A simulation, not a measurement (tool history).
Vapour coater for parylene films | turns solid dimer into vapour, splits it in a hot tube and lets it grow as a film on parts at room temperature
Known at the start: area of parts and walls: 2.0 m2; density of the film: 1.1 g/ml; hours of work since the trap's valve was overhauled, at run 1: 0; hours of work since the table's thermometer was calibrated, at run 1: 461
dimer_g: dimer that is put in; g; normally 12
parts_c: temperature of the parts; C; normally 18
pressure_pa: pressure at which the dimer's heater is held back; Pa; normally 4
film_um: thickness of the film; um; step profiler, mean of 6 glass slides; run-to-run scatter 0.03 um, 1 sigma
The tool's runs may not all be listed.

run     day  dimer_g  parts_c  pressure_pa  hours of work since the trap's valve was overhauled  hours of work since the table's thermometer was calibrated  film_um
  1       0       12       18            4                                                    0                                                         461     3.71
  2   3.717       12       18            4                                                   72                                                         533      3.6
  3   5.958       12       18         9.26                                                  115                                                         576      3.3
  4   8.958       12       18         9.26                                                  173                                                         634     3.26
  5  12.417       12       18         9.26                                                  240                                                         701     3.17
  6  16.025       12       18            4                                                  309                                                         770     3.36
  7  17.712       10       18            4                                                  342                                                         803     2.76
  8  20.546        7       18            4                                                  397                                                         857     1.92
     21.946  -- trap's valve overhauled
  9   24.45        7       18         3.01                                                   48                                                         930     1.76
 10  26.221       12       18         2.19                                                   83                                                         964      3.1
 11  28.338       12       18            4                                                  123                                                        1005     2.87
 12  31.396       12       18            4                                                  182                                                        1064     2.78
 13  34.058       11       17          5.3                                                  234                                                        1115     2.44
 14  37.108       11       17          5.3                                                  293                                                        1174     2.44
     39.225  -- trap's valve overhauled, once more
 15  39.242       11       17          5.3                                                    0                                                        1212     3.34
 16  42.075       11       17          5.3                                                   55                                                        1267     3.31
 17  45.192       13       17         4.83                                                  115                                                        1327     3.82
 18  47.546       12       18         9.18                                                  161                                                        1372     3.26
 19  50.004       12       18         9.18                                                  208                                                        1419     3.17
 20  52.696       12       18         9.18                                                  260                                                        1471     3.06
 21  54.704       12       12         3.22                                                  299                                                        1510     3.74
 22  57.608       12       12         3.22                                                  355                                                        1566     3.69
     61.212  -- trap's valve overhauled
 23  61.212       12       12         3.22                                                    0                                                        1633     4.05
 24    64.9       12       12         3.22                                                   71                                                        1704     4.07

Forecast each of these 4 alternatives for the next run:
  A  66.454       11       28        11.87                                                  101                                                        1734        ?
  B  66.454       17       13         5.58                                                  101                                                        1734        ?
  C  66.454       18       13         3.22                                                  101                                                        1734        ?
  D  66.454       12       11         5.26                                                  101                                                        1734        ?

run  film_um
  A     2.54
  B     5.28
  C      5.9
  D     3.89
With the hidden condition removed and each run's random variation left untouched, the same runs would have given:
run  film_um
  A     2.67
  B     5.56
  C     6.21
  D     4.09
